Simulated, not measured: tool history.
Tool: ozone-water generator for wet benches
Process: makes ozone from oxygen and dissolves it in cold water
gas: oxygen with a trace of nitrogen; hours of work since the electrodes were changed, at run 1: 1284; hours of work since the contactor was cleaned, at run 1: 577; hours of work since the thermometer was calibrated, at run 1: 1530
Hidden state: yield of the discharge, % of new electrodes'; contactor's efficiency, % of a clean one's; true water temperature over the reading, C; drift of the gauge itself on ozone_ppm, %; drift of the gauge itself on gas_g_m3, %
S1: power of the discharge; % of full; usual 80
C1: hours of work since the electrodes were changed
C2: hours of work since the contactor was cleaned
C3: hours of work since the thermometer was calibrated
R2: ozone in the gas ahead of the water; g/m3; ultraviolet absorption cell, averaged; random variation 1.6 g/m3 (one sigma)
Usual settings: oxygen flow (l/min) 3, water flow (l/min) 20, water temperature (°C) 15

Run 1, hour 0: usual settings; C1 1284; C2 577; C3 1530. Result: dissolved ozone (ppm) 22.9, R2 304.1 g/m3.
Run 2, hour 52: usual settings; C1 1325; C2 618; C3 1571. Result: dissolved ozone (ppm) 23.1, R2 306 g/m3.
Run 3, hour 101.5: usual settings; C1 1364; C2 658; C3 1610. Result: dissolved ozone (ppm) 22.7, R2 304.6 g/m3.
Run 4, hour 143.8: usual settings; C1 1397; C2 691; C3 1643. Result: dissolved ozone (ppm) 22.6, R2 303.8 g/m3.
Run 5, hour 189.3: usual settings; C1 1433; C2 727; C3 1679. Result: dissolved ozone (ppm) 22.6, R2 308.3 g/m3.
Run 6, hour 214.1: usual settings; C1 1453; C2 746; C3 1699. Result: dissolved ozone (ppm) 22.9, R2 308.5 g/m3.
Run 7, hour 247.6: usual settings; C1 1479; C2 773; C3 1725. Result: dissolved ozone (ppm) 22.7, R2 307.5 g/m3.
Run 8, hour 272.5: usual settings; C1 1499; C2 793; C3 1745. Result: dissolved ozone (ppm) 22.7, R2 307.7 g/m3.
Run 9, hour 326.9: usual settings but water flow (l/min) 22, water temperature (°C) 9; C1 1542; C2 835; C3 1788. Result: dissolved ozone (ppm) 21.8, R2 306.4 g/m3.
Run 10, hour 354.6: usual settings but oxygen flow (l/min) 4.68, water flow (l/min) 16, water temperature (°C) 9; C1 1564; C2 857; C3 1810. Result: dissolved ozone (ppm) 32.4, R2 248 g/m3.
Run 11, hour 400.6: usual settings but oxygen flow (l/min) 3.09, water flow (l/min) 16, water temperature (°C) 20; C1 1600; C2 894; C3 1846. Result: dissolved ozone (ppm) 26.7, R2 305 g/m3.
Run 12, hour 426.8: usual settings but S1 52 % of full; C1 1621; C2 914; C3 1867. Result: dissolved ozone (ppm) 16.4, R2 223.8 g/m3.
Run 13, hour 459.4: usual settings but S1 52 % of full; C1 1647; C2 940; C3 1893. Result: dissolved ozone (ppm) 16.4, R2 223 g/m3.

3 ways to go on from here, each from the tool as it stands after run 13. What would each give?
Run A, hour 513.9: usual settings but S1 68 % of full, water flow (l/min) 15, water temperature (°C) 7; C1 1690; C2 983; C3 1936. Result: dissolved ozone (ppm) ?, R2 ?.
Run B, hour 513.9: usual settings but S1 70 % of full, water flow (l/min) 24; C1 1690; C2 983; C3 1936. Result: dissolved ozone (ppm) ?, R2 ?.
Run C, hour 513.9: usual settings but water flow (l/min) 24; C1 1690; C2 983; C3 1936. Result: dissolved ozone (ppm) ?, R2 ?.

run  dissolved ozone (ppm)     R2
  A                   29.5  270.1
  B                     17  282.4
  C                   18.6  307.9
Without the tool's hidden state the same runs would have given:
run  dissolved ozone (ppm)     R2
  A                   29.5  270.3
  B                   17.1  282.5
  C                   18.6    308

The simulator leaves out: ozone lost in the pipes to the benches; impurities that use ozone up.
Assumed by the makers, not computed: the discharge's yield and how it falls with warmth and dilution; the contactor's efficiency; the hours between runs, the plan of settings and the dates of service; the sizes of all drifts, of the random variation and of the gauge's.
